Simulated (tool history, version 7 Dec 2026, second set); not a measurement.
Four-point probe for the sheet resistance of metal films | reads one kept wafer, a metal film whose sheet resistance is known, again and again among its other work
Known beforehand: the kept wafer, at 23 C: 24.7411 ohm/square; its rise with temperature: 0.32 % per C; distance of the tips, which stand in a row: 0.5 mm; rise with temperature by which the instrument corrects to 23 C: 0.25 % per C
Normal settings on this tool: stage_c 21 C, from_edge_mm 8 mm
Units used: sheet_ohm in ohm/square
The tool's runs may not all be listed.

run 1 hour=0 | stage_c=21 from_edge_mm=8 | sheet_ohm=24.828742
run 2 hour=28.3 | stage_c=21 from_edge_mm=8 | sheet_ohm=24.827937
run 3 hour=61.2 | stage_c=21 from_edge_mm=8 | sheet_ohm=24.821581
run 4 hour=86.1 | stage_c=21 from_edge_mm=8 | sheet_ohm=24.824287
run 5 hour=105.9 | stage_c=20 from_edge_mm=8 | sheet_ohm=24.82135
run 6 hour=141.7 | stage_c=20 from_edge_mm=8 | sheet_ohm=24.814699
run 7 hour=172.2 | stage_c=20 from_edge_mm=8 | sheet_ohm=24.815726
run 8 hour=208.1 | stage_c=33 from_edge_mm=8 | sheet_ohm=25.008855
run 9 hour=236.8 | stage_c=33 from_edge_mm=8 | sheet_ohm=25.02017
run 10 hour=263.5 | stage_c=19 from_edge_mm=8 | sheet_ohm=24.810176
run 11 hour=299.1 | stage_c=19 from_edge_mm=6 | sheet_ohm=24.842187
run 12 hour=316.4 | stage_c=19 from_edge_mm=6 | sheet_ohm=24.85145
run 13 hour=353.4 | stage_c=19 from_edge_mm=10 | sheet_ohm=24.79962
run 14 hour=389 | stage_c=19 from_edge_mm=10 | sheet_ohm=24.795375
run 15 hour=410.4 | stage_c=19 from_edge_mm=4 | sheet_ohm=24.960255
-- hour=412.8 stage's thermometer calibrated
run 16 hour=440.1 | stage_c=19 from_edge_mm=12 | sheet_ohm=24.805002
run 17 hour=458.5 | stage_c=30 from_edge_mm=53 | sheet_ohm=24.956584
-- hour=469.5 stage's thermometer calibrated, once more
run 18 hour=481.1 | stage_c=18 from_edge_mm=12 | sheet_ohm=24.729163
run 19 hour=511.5 | stage_c=27 from_edge_mm=4 | sheet_ohm=25.046644
run 20 hour=548.9 | stage_c=19 from_edge_mm=15 | sheet_ohm=24.746357
run 21 hour=579.6 | stage_c=18 from_edge_mm=24 | sheet_ohm=24.708659
run 22 hour=619.5 | stage_c=28 from_edge_mm=6 | sheet_ohm=24.944565
run 23 hour=657.8 | stage_c=32 from_edge_mm=20 | sheet_ohm=24.920901
run 24 hour=693.7 | stage_c=31 from_edge_mm=4 | sheet_ohm=25.121276
run 25 hour=723.5 | stage_c=18 from_edge_mm=6 | sheet_ohm=24.788197
run 26 hour=757.7 | stage_c=26 from_edge_mm=12 | sheet_ohm=24.86333
run 27 hour=789.7 | stage_c=26 from_edge_mm=12 | sheet_ohm=24.860865

What if the next run were any one of these 5? Each begins from the tool's condition after run 27:
run A hour=825 | stage_c=23 from_edge_mm=8 | sheet_ohm=?
run B hour=825 | stage_c=25 from_edge_mm=6 | sheet_ohm=?
run C hour=825 | stage_c=26 from_edge_mm=4 | sheet_ohm=?
run D hour=825 | stage_c=21 from_edge_mm=3 | sheet_ohm=?
run E hour=825 | stage_c=28 from_edge_mm=5 | sheet_ohm=?

run=A sheet_ohm=24.854181
run=B sheet_ohm=24.916732
run=C sheet_ohm=25.045936
run=D sheet_ohm=25.130317
run=E sheet_ohm=24.99668
With no hidden state in the tool, these same runs would have given:
run=A sheet_ohm=24.801588
run=B sheet_ohm=24.864019
run=C sheet_ohm=24.992972
run=D sheet_ohm=25.077184
run=E sheet_ohm=24.943814
